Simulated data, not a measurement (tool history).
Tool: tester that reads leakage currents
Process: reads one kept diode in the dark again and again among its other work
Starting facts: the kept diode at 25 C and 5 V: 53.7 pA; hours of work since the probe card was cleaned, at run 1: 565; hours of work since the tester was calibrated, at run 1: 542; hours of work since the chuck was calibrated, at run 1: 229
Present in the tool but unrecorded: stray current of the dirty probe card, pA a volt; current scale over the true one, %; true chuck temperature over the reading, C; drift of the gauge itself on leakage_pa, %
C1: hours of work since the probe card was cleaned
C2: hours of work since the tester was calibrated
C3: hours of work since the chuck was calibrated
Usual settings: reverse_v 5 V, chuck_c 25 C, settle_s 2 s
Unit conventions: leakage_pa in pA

run 1 day=0 | reverse_v=5 chuck_c=25 settle_s=2 | C1=565 C2=542 C3=229 | leakage_pa=54.64
run 2 day=1.208 | reverse_v=5 chuck_c=25 settle_s=1.93 | C1=578 C2=555 C3=243 | leakage_pa=54.53
run 3 day=2.229 | reverse_v=14.3 chuck_c=25 settle_s=1.93 | C1=589 C2=567 C3=254 | leakage_pa=91.6
run 4 day=3.208 | reverse_v=14.3 chuck_c=25 settle_s=1.93 | C1=600 C2=577 C3=265 | leakage_pa=91.86
run 5 day=4.571 | reverse_v=5 chuck_c=25 settle_s=2 | C1=615 C2=592 C3=280 | leakage_pa=54.32
run 6 day=5.367 | reverse_v=5 chuck_c=25 settle_s=2 | C1=624 C2=601 C3=288 | leakage_pa=54.48
run 7 day=6.662 | reverse_v=5 chuck_c=25 settle_s=1.16 | C1=638 C2=615 C3=303 | leakage_pa=54.25
run 8 day=7.829 | reverse_v=5 chuck_c=25 settle_s=1.16 | C1=651 C2=628 C3=315 | leakage_pa=54.29
run 9 day=8.679 | reverse_v=5 chuck_c=25 settle_s=1.16 | C1=660 C2=637 C3=325 | leakage_pa=54.33
run 10 day=10.229 | reverse_v=5 chuck_c=25 settle_s=1.16 | C1=677 C2=654 C3=342 | leakage_pa=54.43
run 11 day=11.567 | reverse_v=5 chuck_c=25 settle_s=1.16 | C1=692 C2=669 C3=356 | leakage_pa=54.03
run 12 day=12.233 | reverse_v=5 chuck_c=25 settle_s=1.16 | C1=699 C2=676 C3=364 | leakage_pa=54.12
run 13 day=13.529 | reverse_v=5.81 chuck_c=59 settle_s=1.16 | C1=713 C2=691 C3=378 | leakage_pa=853.75
run 14 day=14.504 | reverse_v=2.09 chuck_c=22 settle_s=1.03 | C1=724 C2=701 C3=389 | leakage_pa=27.3
run 15 day=15.946 | reverse_v=2.09 chuck_c=22 settle_s=1.03 | C1=740 C2=717 C3=405 | leakage_pa=27.19
run 16 day=17.208 | reverse_v=2.16 chuck_c=52 settle_s=1.52 | C1=754 C2=731 C3=418 | leakage_pa=324.76
run 17 day=18.242 | reverse_v=3.04 chuck_c=25 settle_s=0.32 | C1=765 C2=742 C3=430 | leakage_pa=43.27
run 18 day=19.104 | reverse_v=3.04 chuck_c=25 settle_s=0.32 | C1=775 C2=752 C3=439 | leakage_pa=43.03
run 19 day=20.588 | reverse_v=4.14 chuck_c=25 settle_s=2 | C1=791 C2=768 C3=456 | leakage_pa=48.7
run 20 day=21.679 | reverse_v=4.14 chuck_c=25 settle_s=2 | C1=803 C2=780 C3=468 | leakage_pa=48.64
run 21 day=23.1 | reverse_v=5 chuck_c=23 settle_s=0.7 | C1=818 C2=796 C3=483 | leakage_pa=45.78
run 22 day=23.771 | reverse_v=2.97 chuck_c=22 settle_s=2.08 | C1=826 C2=803 C3=490 | leakage_pa=31.96
run 23 day=24.567 | reverse_v=2.97 chuck_c=22 settle_s=2.08 | C1=835 C2=812 C3=499 | leakage_pa=31.85

5 options for the next run, each taken on its own from the tool as it stands now. Forecast them:
run A day=25.396 | reverse_v=5 chuck_c=41 settle_s=2 | C1=844 C2=821 C3=508 | leakage_pa=?
run B day=25.396 | reverse_v=10.11 chuck_c=25 settle_s=0.56 | C1=844 C2=821 C3=508 | leakage_pa=?
run C day=25.396 | reverse_v=9.46 chuck_c=23 settle_s=9.77 | C1=844 C2=821 C3=508 | leakage_pa=?
run D day=25.396 | reverse_v=2.97 chuck_c=53 settle_s=2.08 | C1=844 C2=821 C3=508 | leakage_pa=?
run E day=25.396 | reverse_v=1.66 chuck_c=25 settle_s=2 | C1=844 C2=821 C3=508 | leakage_pa=?

run=A leakage_pa=197.8
run=B leakage_pa=78.15
run=C leakage_pa=61.94
run=D leakage_pa=398.04
run=E leakage_pa=30.99
Take away the tool's hidden state, keep each run's random variation, and the runs would have read:
run=A leakage_pa=213.38
run=B leakage_pa=76.7
run=C leakage_pa=59.71
run=D leakage_pa=433.3
run=E leakage_pa=32.93
